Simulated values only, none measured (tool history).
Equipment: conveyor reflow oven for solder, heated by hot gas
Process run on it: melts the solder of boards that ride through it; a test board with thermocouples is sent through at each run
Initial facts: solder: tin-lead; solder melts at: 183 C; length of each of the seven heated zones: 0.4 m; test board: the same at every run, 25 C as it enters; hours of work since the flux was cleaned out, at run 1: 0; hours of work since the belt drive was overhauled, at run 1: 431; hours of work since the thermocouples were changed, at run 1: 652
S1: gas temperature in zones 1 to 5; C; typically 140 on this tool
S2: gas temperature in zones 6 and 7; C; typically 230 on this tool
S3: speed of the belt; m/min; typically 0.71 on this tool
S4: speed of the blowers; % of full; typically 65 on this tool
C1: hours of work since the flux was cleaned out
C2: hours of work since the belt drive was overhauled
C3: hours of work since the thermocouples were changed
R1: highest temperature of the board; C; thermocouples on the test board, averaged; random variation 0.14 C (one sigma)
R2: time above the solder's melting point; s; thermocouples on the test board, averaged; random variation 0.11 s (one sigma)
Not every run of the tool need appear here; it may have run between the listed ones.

Run 1, day 0: usual settings; C1 0; C2 431; C3 652. Result: R1 212.6 C, R2 48.3 s.
Run 2, day 0.383: usual settings; C1 7; C2 438; C3 659. Result: R1 212.6 C, R2 48.7 s.
Run 3, day 1.096: usual settings; C1 20; C2 451; C3 672. Result: R1 212.5 C, R2 48.4 s.
Run 4, day 1.767: usual settings; C1 32; C2 463; C3 684. Result: R1 212.4 C, R2 48.2 s.
Run 5, day 2.267: usual settings; C1 41; C2 472; C3 694. Result: R1 212.4 C, R2 48.3 s.
Run 6, day 2.942: usual settings; C1 54; C2 485; C3 706. Result: R1 212.2 C, R2 48 s.
Run 7, day 3.504: usual settings but S2 234 C; C1 64; C2 495; C3 716. Result: R1 215.6 C, R2 50.6 s.
Run 8, day 4.012: usual settings but S2 234 C; C1 73; C2 504; C3 725. Result: R1 215.6 C, R2 50.5 s.
Run 9, day 4.521: usual settings but S2 234 C; C1 83; C2 513; C3 735. Result: R1 215.4 C, R2 50.6 s.
Run 10, day 5.092: usual settings but S2 234 C; C1 93; C2 524; C3 745. Result: R1 215.3 C, R2 50.4 s.
Run 11, day 5.579: usual settings but S2 234 C; C1 102; C2 533; C3 754. Result: R1 215.1 C, R2 50.3 s.
Run 12, day 6.171: usual settings but S2 234 C; C1 113; C2 544; C3 765. Result: R1 215.2 C, R2 50.2 s.
Run 13, day 6.783: usual settings but S2 234 C; C1 124; C2 555; C3 776. Result: R1 214.9 C, R2 50.2 s.
Run 14, day 7.383: usual settings but S1 155 C; C1 135; C2 566; C3 787. Result: R1 214.2 C, R2 55.6 s.
Run 15, day 8.029: usual settings but S1 155 C; C1 147; C2 578; C3 799. Result: R1 214 C, R2 55.6 s.
At day 8.408: thermocouples of zones 6 and 7 changed.
Run 16, day 8.492: usual settings but S1 155 C; C1 154; C2 585; C3 1. Result: R1 216.6 C, R2 56.8 s.
Run 17, day 8.933: usual settings but S1 155 C; C1 162; C2 593; C3 10. Result: R1 216.4 C, R2 56.7 s.
Run 18, day 9.238: usual settings but S1 155 C; C1 167; C2 598; C3 15. Result: R1 216.4 C, R2 56.8 s.
Run 19, day 9.696: usual settings but S1 155 C, S4 51 % of full; C1 176; C2 607; C3 24. Result: R1 213.4 C, R2 54 s.
Run 20, day 10.075: usual settings but S2 221 C, S4 89 % of full; C1 183; C2 613; C3 30. Result: R1 209.7 C, R2 47.6 s.
Run 21, day 10.383: usual settings but S1 139 C, S2 243 C, S3 0.782 m/min, S4 54 % of full; C1 188; C2 619; C3 36. Result: R1 217.6 C, R2 46 s.
Run 22, day 11.129: usual settings but S1 147 C; C1 202; C2 633; C3 50. Result: R1 214.7 C, R2 52.6 s.
Run 23, day 11.779: usual settings but S1 147 C; C1 214; C2 645; C3 62. Result: R1 214.6 C, R2 52.2 s.
Run 24, day 12.112: usual settings but S1 128 C, S3 0.757 m/min, S4 62 % of full; C1 220; C2 651; C3 68. Result: R1 207.8 C, R2 37.2 s.
Run 25, day 12.821: usual settings but S1 134 C, S2 229 C, S3 0.582 m/min; C1 233; C2 664; C3 81. Result: R1 217.2 C, R2 62.2 s.

For run 26, what comes out?
Run 26, day 13.408: usual settings but S1 134 C, S2 225 C; C1 243; C2 674; C3 91. Result: R1 ?, R2 ?.

Logged for run 26: R1 207.6 C, R2 42 s.
Without the tool's hidden state the same run would have given R1 208.8 C, R2 42.9 s.
